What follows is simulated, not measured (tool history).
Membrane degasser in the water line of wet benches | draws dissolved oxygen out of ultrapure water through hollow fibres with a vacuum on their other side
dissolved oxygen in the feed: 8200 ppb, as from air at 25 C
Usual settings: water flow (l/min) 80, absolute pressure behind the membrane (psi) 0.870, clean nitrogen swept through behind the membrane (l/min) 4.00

run,hour,water flow (l/min),absolute pressure behind the membrane (psi),clean nitrogen swept through behind the membrane (l/min),dissolved oxygen in the water behind the degasser (ppb),pressure that the water loses in the fibres (psi)
1,0.0,80,0.870,4.00,150.0,7.719
2,125.2,80,0.870,4.00,152.7,7.616
3,227.0,80,0.870,4.00,151.8,7.649
4,384.3,80,0.870,4.00,152.4,7.690
5,555.6,50,0.870,4.00,83.7,4.756
6,656.0,80,0.870,1.95,251.9,7.661
7,781.8,80,0.870,4.00,151.2,7.709
8,869.6,80,0.870,3.03,186.4,7.677
9,998.0,80,0.870,3.03,186.4,7.664
10,1157.6,80,0.870,3.03,191.5,7.697
11,1310.7,80,0.870,3.03,187.5,7.744
12,1392.2,80,0.576,4.00,65.3,7.719
13,1563.2,80,0.576,4.00,65.9,7.748
14,1721.2,80,0.576,4.00,65.9,7.732
15,1898.4,80,0.576,4.00,66.2,7.768
16,2075.8,60,0.833,7.87,55.1,5.839
17,2206.2,60,0.833,7.87,55.5,5.846
18,2309.3,60,0.833,7.87,54.7,5.842
# hour 2359.8: vacuum gauge calibrated
19,2439.6,70,0.609,4.00,58.3,6.778
20,2562.8,70,0.609,1.86,94.9,6.798
21,2653.5,88,0.631,1.65,162.4,8.564
22,2801.2,88,0.622,10.75,69.6,8.612
23,2880.8,76,1.310,4.00,270.7,7.387
24,2992.4,73,1.037,4.64,164.7,7.104

Forecast each of these 3 alternatives for the next run:
A,3096.5,70,0.619,2.16,?,?
B,3096.5,69,0.833,1.61,?,?
C,3096.5,51,0.870,3.19,?,?

run,dissolved oxygen in the water behind the degasser (ppb),pressure that the water loses in the fibres (psi)
A,92.6,6.802
B,229.6,6.741
C,104.6,4.997
Without the tool's hidden state the same runs would have given:
run,dissolved oxygen in the water behind the degasser (ppb),pressure that the water loses in the fibres (psi)
A,86.0,6.563
B,222.7,6.505
C,101.5,4.823
